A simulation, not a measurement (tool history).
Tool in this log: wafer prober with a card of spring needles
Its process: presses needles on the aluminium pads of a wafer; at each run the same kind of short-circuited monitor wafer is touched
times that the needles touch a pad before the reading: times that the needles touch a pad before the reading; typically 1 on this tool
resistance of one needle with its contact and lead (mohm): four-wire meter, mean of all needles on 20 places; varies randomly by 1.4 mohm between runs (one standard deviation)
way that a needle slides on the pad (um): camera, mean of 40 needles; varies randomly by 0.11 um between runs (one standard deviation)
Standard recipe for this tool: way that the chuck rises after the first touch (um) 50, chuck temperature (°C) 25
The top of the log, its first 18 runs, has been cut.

| run | hour | way that the chuck rises after the first touch (um) | chuck temperature (°C) | times that the needles touch a pad before the reading | resistance of one needle with its contact and lead (mohm) | way that a needle slides on the pad (um) |
|---|---|---|---|---|---|---|
|  | 253.5 | tips cleaned on abrasive film |
| 19 | 263.1 | 50 | 25 | 3 | 179 | 6.79 |
|  | 276.4 | tips cleaned on abrasive film |
| 20 | 279.8 | 35 | 100 | 3 | 199 | 4.79 |
| 21 | 298.3 | 56 | 25 | 2 | 247 | 7.78 |
|  | 299.7 | tips cleaned on abrasive film |
| 22 | 308.1 | 40 | 39 | 1 | 373 | 5.47 |
|  | 323.5 | tips cleaned on abrasive film |
| 23 | 326.0 | 52 | 38 | 2 | 156 | 7.14 |
| 24 | 343.7 | 50 | 93 | 2 | 278 | 6.99 |
|  | 347.4 | tips cleaned on abrasive film |
| 25 | 358.0 | 37 | 25 | 2 | 336 | 4.76 |
| 26 | 367.6 | 50 | 25 | 2 | 283 | 6.87 |

Expected results for the next run?
|  | 370.9 | tips cleaned on abrasive film |
| 27 | 382.3 | 38 | 25 | 2 | ? | ? |

resistance of one needle with its contact and lead (mohm): 322
way that a needle slides on the pad (um): 5.14
With the hidden condition absent and the run-to-run variation left alone, this run would have shown resistance of one needle with its contact and lead (mohm) 127, way that a needle slides on the pad (um) 5.66.

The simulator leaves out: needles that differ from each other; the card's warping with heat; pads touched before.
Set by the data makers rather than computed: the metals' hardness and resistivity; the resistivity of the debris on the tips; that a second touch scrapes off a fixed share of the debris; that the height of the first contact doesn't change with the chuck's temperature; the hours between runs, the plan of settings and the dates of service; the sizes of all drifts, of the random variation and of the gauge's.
